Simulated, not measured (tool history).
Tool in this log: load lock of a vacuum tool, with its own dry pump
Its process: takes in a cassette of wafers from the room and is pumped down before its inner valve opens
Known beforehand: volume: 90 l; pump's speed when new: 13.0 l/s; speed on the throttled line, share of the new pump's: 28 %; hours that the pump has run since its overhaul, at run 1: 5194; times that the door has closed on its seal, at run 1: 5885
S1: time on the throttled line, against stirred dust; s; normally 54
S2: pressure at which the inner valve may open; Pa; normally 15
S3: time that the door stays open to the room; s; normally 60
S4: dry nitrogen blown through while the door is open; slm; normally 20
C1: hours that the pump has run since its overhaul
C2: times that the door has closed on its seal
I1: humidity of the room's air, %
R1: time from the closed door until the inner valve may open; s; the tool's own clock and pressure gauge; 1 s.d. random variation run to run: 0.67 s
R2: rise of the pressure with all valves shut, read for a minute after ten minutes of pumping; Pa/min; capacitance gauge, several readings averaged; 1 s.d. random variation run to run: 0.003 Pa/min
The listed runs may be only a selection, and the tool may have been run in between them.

run      day  S1  S2   S3  S4     C1     C2    I1     R1     R2
  1    0.000  54  15   60  20   5194   5885  47.5  106.0  0.040
  2   17.175  54  15   60  20   5606   7749  42.8  105.1  0.048
  3   26.079  54  15   60  20   5820   8715  47.4  104.8  0.054
  4   39.212  54  15   60  20   6135  10140  48.2  106.7  0.062
  5   50.608  54  15   60  20   6409  11377  44.0  106.5  0.066
  6   64.808  54  15   60  20   6750  12918  44.8  108.1  0.070
  7   78.142  54  15   60  20   7070  14365  45.6  107.4  0.079
  8   89.650  54  15   60  20   7346  15614  43.1  108.2  0.086
  9  104.142  54  15   60  20   7694  17187  46.4  109.5  0.098
 10  119.129  54  15   60  20   8053  18813  44.6  110.2  0.104
 11  129.967  54  15   60  20   8313  19989  47.7  110.1  0.105
 12  143.012  33  15   60  20   8626  21405  44.8   95.8  0.112
 13  163.575  54  15   53  20   9120  23637  47.7  111.5  0.123
 14  172.738  37  10  140  14   9340  24631  49.2  102.9  0.154
 15  188.762  67  14   79  21   9724  26370  44.9  121.2  0.149
 16  199.392  67  14   79  21   9980  27524  46.4  119.5  0.158
 17  210.804  67  14   44   5  10253  28762  47.4  122.5  0.177
 18  224.004  67  18   44  14  10570  30195  42.0  119.2  0.183
     229.025  -- dry pump taken out, an overhauled one fitted
 19  239.029  32  18   54  14    240  31798  40.4   83.7  0.185
 20  254.042  32  18   54  14    600  33427  45.6   83.7  0.206
 21  266.308  35  23  201  32    895  34759  43.1   84.9  0.214
 22  284.462  35  23  201  32   1330  36729  45.5   86.5  0.226
 23  302.683  51  13   52  35   1768  38706  44.3  100.4  0.238
 24  313.317  51  13   36  20   2023  39860  47.0  101.6  0.243
 25  322.846  51  13   36  20   2252  40894  46.7  101.7  0.251
 26  332.929  51  13   36  20   2494  41989  44.6  101.8  0.267

Consider 3 possible next runs. They are alternatives, not a sequence: every one starts from the tool as it was left by run 26. What does each give?
  A  349.846  79  13  36  26  2900  43825  44.8   ?   ?
  B  349.846  54  29  60  20  2900  43825  45.1   ?   ?
  C  349.846  47  13  36  20  2900  43825  42.8   ?   ?

run     R1     R2
  A  123.1  0.279
  B   98.1  0.292
  C  100.0  0.281
Take away the tool's hidden state, keep each run's random variation, and the runs would have read:
run     R1     R2
  A  120.1  0.012
  B   95.1  0.024
  C   96.4  0.018
